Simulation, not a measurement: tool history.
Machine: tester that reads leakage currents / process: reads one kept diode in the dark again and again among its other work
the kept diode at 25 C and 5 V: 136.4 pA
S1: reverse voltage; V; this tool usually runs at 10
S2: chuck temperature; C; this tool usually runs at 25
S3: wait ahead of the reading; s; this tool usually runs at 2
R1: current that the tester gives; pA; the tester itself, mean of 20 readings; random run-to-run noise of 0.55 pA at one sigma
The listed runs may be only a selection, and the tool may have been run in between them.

run	day	S1	S2	S3	R1
1	0	10	25	2	188.47
# day 4.396: probe card cleaned and baked
2	5.254	10	25	2	185.12
3	10.479	10	25	2	186.17
4	19.788	10	25	2	189.3
5	29.792	6.5	25	2	161.47
6	39.342	6.5	25	2	163.51
7	46.692	6.5	25	2	164.78
8	52.862	6.5	25	2	167.23
9	57.267	6.5	25	2	168.97
10	65.167	6.5	25	1.01	171.98
11	70.65	6.5	25	1.01	172.51
12	79.5	6.5	25	1.01	176.26
13	86.571	6.5	25	1.01	177.79
14	96.725	6.5	25	1.01	181.75
15	106.442	6.5	22	1.01	148.39
16	110.962	6.5	22	1.01	149.76
17	115.783	6.5	22	1.01	150.08
# day 116.617: chuck's temperature calibrated
18	124.288	12.9	49	0.72	1057.44
# day 128.971: probe card cleaned and baked
19	132.817	12.9	49	0.72	1067.9
20	141.608	12.9	49	0.72	1080.94
21	150.179	12.9	49	0.72	1090.36

Estimate the outcome of run 22 from the log above:
22	157.746	1.2	57	1.6	?

R1: 669.46 pA
Without the tool's hidden state the same run would have given R1 631.05 pA.
